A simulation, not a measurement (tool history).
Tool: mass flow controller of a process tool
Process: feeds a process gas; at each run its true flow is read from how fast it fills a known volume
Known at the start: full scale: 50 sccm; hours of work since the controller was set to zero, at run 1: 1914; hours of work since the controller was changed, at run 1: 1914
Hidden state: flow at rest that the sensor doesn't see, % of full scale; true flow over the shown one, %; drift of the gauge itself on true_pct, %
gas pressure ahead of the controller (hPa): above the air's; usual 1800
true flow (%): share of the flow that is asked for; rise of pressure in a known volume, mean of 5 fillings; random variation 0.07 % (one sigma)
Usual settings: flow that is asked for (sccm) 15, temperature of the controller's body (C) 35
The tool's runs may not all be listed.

| run | day | flow that is asked for (sccm) | gas pressure ahead of the controller (hPa) | temperature of the controller's body (C) | hours of work since the controller was set to zero | hours of work since the controller was changed | true flow (%) |
|---|---|---|---|---|---|---|---|
| 1 | 0 | 15 | 1800 | 35 | 1914 | 1914 | 97.12 |
| 2 | 3.942 | 15 | 1800 | 27 | 1953 | 1953 | 97.74 |
| 3 | 9.021 | 15 | 1800 | 35 | 2002 | 2002 | 96.93 |
| 4 | 15.388 | 15 | 1800 | 27 | 2063 | 2063 | 97.71 |
| 5 | 22.017 | 5 | 1800 | 35 | 2127 | 2127 | 97.92 |
| 6 | 29.362 | 5 | 1800 | 35 | 2198 | 2198 | 98 |
| 7 | 34.525 | 15 | 2720 | 35 | 2248 | 2248 | 96.36 |
| 8 | 40.342 | 12 | 1800 | 35 | 2304 | 2304 | 97.09 |
| 9 | 48.721 | 12 | 1800 | 35 | 2385 | 2385 | 96.82 |
| 10 | 52.125 | 12 | 1800 | 35 | 2417 | 2417 | 96.98 |
| 11 | 58.225 | 15 | 1630 | 35 | 2476 | 2476 | 96.97 |
| 12 | 62.671 | 15 | 1630 | 35 | 2519 | 2519 | 96.99 |
| 13 | 70.912 | 15 | 1630 | 35 | 2599 | 2599 | 96.93 |
| 14 | 79.033 | 15 | 1630 | 35 | 2677 | 2677 | 96.87 |
| 15 | 87.067 | 26 | 1800 | 35 | 2755 | 2755 | 96.95 |
| 16 | 94.121 | 26 | 1800 | 35 | 2823 | 2823 | 96.77 |
| 17 | 101.929 | 15 | 1800 | 35 | 2898 | 2898 | 96.8 |
| 18 | 106.921 | 15 | 1800 | 36 | 2946 | 2946 | 96.68 |
| 19 | 110.304 | 15 | 1800 | 36 | 2979 | 2979 | 96.74 |
| 20 | 113.912 | 15 | 1800 | 36 | 3014 | 3014 | 96.71 |
| 21 | 120.05 | 15 | 1800 | 36 | 3073 | 3073 | 96.49 |
| 22 | 127.467 | 15 | 1800 | 36 | 3145 | 3145 | 96.58 |
| 23 | 131.679 | 7 | 1480 | 25 | 3185 | 3185 | 98.62 |
| 24 | 138.167 | 7 | 1480 | 25 | 3248 | 3248 | 98.67 |
| 25 | 141.729 | 9 | 2130 | 25 | 3282 | 3282 | 97.84 |
| 26 | 148.888 | 9 | 2130 | 25 | 3351 | 3351 | 97.86 |
| 27 | 156.775 | 9 | 2130 | 25 | 3427 | 3427 | 97.87 |
| 28 | 164.804 | 39 | 1620 | 24 | 3505 | 3505 | 98.03 |
| 29 | 168.662 | 39 | 1620 | 24 | 3542 | 3542 | 97.91 |
| 30 | 176.579 | 12 | 1890 | 35 | 3618 | 3618 | 96.64 |
| 31 | 180.188 | 12 | 1890 | 40 | 3653 | 3653 | 96.23 |
| 32 | 184.467 | 9 | 1800 | 35 | 3695 | 3695 | 97.13 |
| 33 | 188.879 | 9 | 1800 | 35 | 3737 | 3737 | 97.04 |
| 34 | 194.662 | 8 | 1800 | 33 | 3793 | 3793 | 97.52 |
| 35 | 198.967 | 8 | 1800 | 33 | 3835 | 3835 | 97.63 |
| 36 | 206.05 | 8 | 1800 | 33 | 3903 | 3903 | 97.61 |
| 37 | 211.521 | 10 | 1770 | 35 | 3956 | 3956 | 97 |
| 38 | 216.121 | 10 | 1770 | 39 | 4000 | 4000 | 96.47 |
| 39 | 224.321 | 10 | 1770 | 39 | 4079 | 4079 | 96.65 |
| 40 | 232.425 | 22 | 2190 | 35 | 4157 | 4157 | 96.07 |
| 41 | 240.45 | 6 | 1490 | 26 | 4235 | 4235 | 99.06 |
| 42 | 246.896 | 6 | 1490 | 26 | 4297 | 4297 | 99.2 |

Forecast each of these 4 alternatives for the next run:
| A | 252.121 | 44 | 2340 | 26 | 4347 | 4347 | ? |
| B | 252.121 | 22 | 2020 | 27 | 4347 | 4347 | ? |
| C | 252.121 | 7 | 2650 | 35 | 4347 | 4347 | ? |
| D | 252.121 | 21 | 1730 | 24 | 4347 | 4347 | ? |

| run | true flow (%) |
|---|---|
| A | 97.04 |
| B | 96.79 |
| C | 97.25 |
| D | 97.16 |
Without the tool's hidden state the same runs would have given:
| run | true flow (%) |
|---|---|
| A | 99.43 |
| B | 98.66 |
| C | 96.94 |
| D | 98.99 |

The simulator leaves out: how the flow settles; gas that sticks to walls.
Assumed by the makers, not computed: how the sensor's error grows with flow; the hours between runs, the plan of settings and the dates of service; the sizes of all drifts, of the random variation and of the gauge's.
